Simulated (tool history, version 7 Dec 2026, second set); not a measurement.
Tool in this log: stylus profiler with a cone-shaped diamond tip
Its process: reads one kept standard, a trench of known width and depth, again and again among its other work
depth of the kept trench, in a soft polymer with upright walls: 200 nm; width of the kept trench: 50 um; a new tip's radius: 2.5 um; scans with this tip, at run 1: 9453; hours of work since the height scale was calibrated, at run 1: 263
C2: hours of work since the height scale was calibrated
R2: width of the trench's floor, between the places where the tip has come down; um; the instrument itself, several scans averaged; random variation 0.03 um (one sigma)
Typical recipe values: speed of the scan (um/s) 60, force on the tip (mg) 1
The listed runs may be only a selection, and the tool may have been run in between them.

{"run": 1, "day": 0.0, "speed of the scan (um/s)": 60, "force on the tip (mg)": 1, "scans with this tip": 9453, "C2": 263, "depth of the trench (nm)": 201.91, "R2": 47.03}
{"run": 2, "day": 3.254, "speed of the scan (um/s)": 93, "force on the tip (mg)": 1, "scans with this tip": 9686, "C2": 299, "depth of the trench (nm)": 201.82, "R2": 46.82}
{"run": 3, "day": 5.117, "speed of the scan (um/s)": 60, "force on the tip (mg)": 1.25, "scans with this tip": 9820, "C2": 320, "depth of the trench (nm)": 202.04, "R2": 47.04}
{"run": 4, "day": 7.192, "speed of the scan (um/s)": 60, "force on the tip (mg)": 1.25, "scans with this tip": 9968, "C2": 343, "depth of the trench (nm)": 202.1, "R2": 47.03}
{"run": 5, "day": 10.338, "speed of the scan (um/s)": 60, "force on the tip (mg)": 1.25, "scans with this tip": 10193, "C2": 378, "depth of the trench (nm)": 202.27, "R2": 47.04}
{"run": 6, "day": 12.688, "speed of the scan (um/s)": 45, "force on the tip (mg)": 1, "scans with this tip": 10361, "C2": 404, "depth of the trench (nm)": 201.87, "R2": 47.09}
{"run": 7, "day": 14.262, "speed of the scan (um/s)": 60, "force on the tip (mg)": 1, "scans with this tip": 10474, "C2": 421, "depth of the trench (nm)": 201.93, "R2": 46.96}
{"run": 8, "day": 16.767, "speed of the scan (um/s)": 60, "force on the tip (mg)": 1, "scans with this tip": 10653, "C2": 449, "depth of the trench (nm)": 201.97, "R2": 46.95}
{"run": 9, "day": 19.9, "speed of the scan (um/s)": 60, "force on the tip (mg)": 1, "scans with this tip": 10877, "C2": 484, "depth of the trench (nm)": 202.1, "R2": 46.97}
{"run": 10, "day": 23.508, "speed of the scan (um/s)": 20, "force on the tip (mg)": 1, "scans with this tip": 11136, "C2": 524, "depth of the trench (nm)": 202.05, "R2": 47.17}
{"run": 11, "day": 27.046, "speed of the scan (um/s)": 20, "force on the tip (mg)": 1, "scans with this tip": 11389, "C2": 564, "depth of the trench (nm)": 202.13, "R2": 47.14}
{"run": 12, "day": 30.358, "speed of the scan (um/s)": 20, "force on the tip (mg)": 1, "scans with this tip": 11626, "C2": 601, "depth of the trench (nm)": 202.14, "R2": 47.17}
{"run": 13, "day": 32.925, "speed of the scan (um/s)": 20, "force on the tip (mg)": 1, "scans with this tip": 11810, "C2": 629, "depth of the trench (nm)": 202.04, "R2": 47.21}
{"run": 14, "day": 36.5, "speed of the scan (um/s)": 152, "force on the tip (mg)": 1, "scans with this tip": 12065, "C2": 669, "depth of the trench (nm)": 202.11, "R2": 46.28}
{"run": 15, "day": 39.942, "speed of the scan (um/s)": 60, "force on the tip (mg)": 1, "scans with this tip": 12311, "C2": 707, "depth of the trench (nm)": 202.22, "R2": 46.88}
{"run": 16, "day": 42.95, "speed of the scan (um/s)": 60, "force on the tip (mg)": 0.86, "scans with this tip": 12527, "C2": 741, "depth of the trench (nm)": 202.02, "R2": 46.81}
{"run": 17, "day": 45.5, "speed of the scan (um/s)": 60, "force on the tip (mg)": 1, "scans with this tip": 12709, "C2": 769, "depth of the trench (nm)": 202.17, "R2": 46.87}
{"run": 18, "day": 47.917, "speed of the scan (um/s)": 60, "force on the tip (mg)": 1, "scans with this tip": 12882, "C2": 796, "depth of the trench (nm)": 202.24, "R2": 46.82}
{"run": 19, "day": 51.488, "speed of the scan (um/s)": 52, "force on the tip (mg)": 1, "scans with this tip": 13138, "C2": 836, "depth of the trench (nm)": 202.39, "R2": 46.82}
{"run": 20, "day": 53.483, "speed of the scan (um/s)": 60, "force on the tip (mg)": 0.47, "scans with this tip": 13281, "C2": 858, "depth of the trench (nm)": 201.68, "R2": 46.63}
{"run": 21, "day": 55.592, "speed of the scan (um/s)": 60, "force on the tip (mg)": 0.47, "scans with this tip": 13431, "C2": 882, "depth of the trench (nm)": 201.67, "R2": 46.64}
{"run": 22, "day": 57.7, "speed of the scan (um/s)": 60, "force on the tip (mg)": 0.47, "scans with this tip": 13582, "C2": 905, "depth of the trench (nm)": 201.73, "R2": 46.64}
{"run": 23, "day": 60.388, "speed of the scan (um/s)": 60, "force on the tip (mg)": 0.47, "scans with this tip": 13775, "C2": 935, "depth of the trench (nm)": 201.82, "R2": 46.62}
{"run": 24, "day": 63.071, "speed of the scan (um/s)": 87, "force on the tip (mg)": 0.78, "scans with this tip": 13967, "C2": 965, "depth of the trench (nm)": 202.3, "R2": 46.5}
{"run": 25, "day": 64.646, "speed of the scan (um/s)": 87, "force on the tip (mg)": 0.78, "scans with this tip": 14079, "C2": 983, "depth of the trench (nm)": 202.04, "R2": 46.54}
{"run": 26, "day": 67.775, "speed of the scan (um/s)": 178, "force on the tip (mg)": 0.39, "scans with this tip": 14303, "C2": 1017, "depth of the trench (nm)": 201.76, "R2": 45.38}
{"run": 27, "day": 71.267, "speed of the scan (um/s)": 178, "force on the tip (mg)": 0.39, "scans with this tip": 14553, "C2": 1056, "depth of the trench (nm)": 201.84, "R2": 45.37}
{"run": 28, "day": 74.546, "speed of the scan (um/s)": 178, "force on the tip (mg)": 0.39, "scans with this tip": 14788, "C2": 1093, "depth of the trench (nm)": 201.75, "R2": 45.33}
{"run": 29, "day": 76.3, "speed of the scan (um/s)": 60, "force on the tip (mg)": 0.36, "scans with this tip": 14913, "C2": 1112, "depth of the trench (nm)": 201.83, "R2": 46.47}
{"day": 76.55, "done": "height scale calibrated on a step standard"}
{"run": 30, "day": 78.85, "speed of the scan (um/s)": 43, "force on the tip (mg)": 0.82, "scans with this tip": 15094, "C2": 26, "depth of the trench (nm)": 203.05, "R2": 46.76}
{"run": 31, "day": 80.704, "speed of the scan (um/s)": 43, "force on the tip (mg)": 0.82, "scans with this tip": 15227, "C2": 46, "depth of the trench (nm)": 203.25, "R2": 46.79}
{"run": 32, "day": 83.917, "speed of the scan (um/s)": 43, "force on the tip (mg)": 0.82, "scans with this tip": 15457, "C2": 82, "depth of the trench (nm)": 203.13, "R2": 46.79}
{"run": 33, "day": 85.871, "speed of the scan (um/s)": 43, "force on the tip (mg)": 0.82, "scans with this tip": 15597, "C2": 104, "depth of the trench (nm)": 202.82, "R2": 46.75}
{"run": 34, "day": 89.317, "speed of the scan (um/s)": 135, "force on the tip (mg)": 0.75, "scans with this tip": 15843, "C2": 142, "depth of the trench (nm)": 203.16, "R2": 46.09}
{"run": 35, "day": 92.662, "speed of the scan (um/s)": 64, "force on the tip (mg)": 0.72, "scans with this tip": 16083, "C2": 179, "depth of the trench (nm)": 203.12, "R2": 46.59}
{"run": 36, "day": 94.212, "speed of the scan (um/s)": 50, "force on the tip (mg)": 1.36, "scans with this tip": 16194, "C2": 197, "depth of the trench (nm)": 203.79, "R2": 46.84}
{"run": 37, "day": 96.625, "speed of the scan (um/s)": 50, "force on the tip (mg)": 1.36, "scans with this tip": 16366, "C2": 224, "depth of the trench (nm)": 203.64, "R2": 46.73}
{"day": 97.242, "done": "height scale calibrated on a step standard, once more"}
{"run": 38, "day": 99.425, "speed of the scan (um/s)": 50, "force on the tip (mg)": 1.36, "scans with this tip": 16565, "C2": 24, "depth of the trench (nm)": 202.02, "R2": 46.8}
{"run": 39, "day": 102.292, "speed of the scan (um/s)": 45, "force on the tip (mg)": 0.46, "scans with this tip": 16770, "C2": 56, "depth of the trench (nm)": 200.93, "R2": 46.6}
{"run": 40, "day": 104.038, "speed of the scan (um/s)": 47, "force on the tip (mg)": 2.43, "scans with this tip": 16895, "C2": 76, "depth of the trench (nm)": 202.96, "R2": 46.87}
{"run": 41, "day": 105.758, "speed of the scan (um/s)": 221, "force on the tip (mg)": 1, "scans with this tip": 17018, "C2": 95, "depth of the trench (nm)": 201.65, "R2": 45.63}
{"run": 42, "day": 108.696, "speed of the scan (um/s)": 67, "force on the tip (mg)": 0.65, "scans with this tip": 17229, "C2": 128, "depth of the trench (nm)": 201.21, "R2": 46.47}

For run 43, what comes out?
{"run": 43, "day": 112.2, "speed of the scan (um/s)": 67, "force on the tip (mg)": 0.65, "scans with this tip": 17479, "C2": 167, "depth of the trench (nm)": "?", "R2": "?"}

For run 43 the tool returned depth of the trench (nm) 201.42, R2 46.43 um.
Had the tool carried no hidden state, the very same run would have given depth of the trench (nm) 201.26, R2 47.49 um.

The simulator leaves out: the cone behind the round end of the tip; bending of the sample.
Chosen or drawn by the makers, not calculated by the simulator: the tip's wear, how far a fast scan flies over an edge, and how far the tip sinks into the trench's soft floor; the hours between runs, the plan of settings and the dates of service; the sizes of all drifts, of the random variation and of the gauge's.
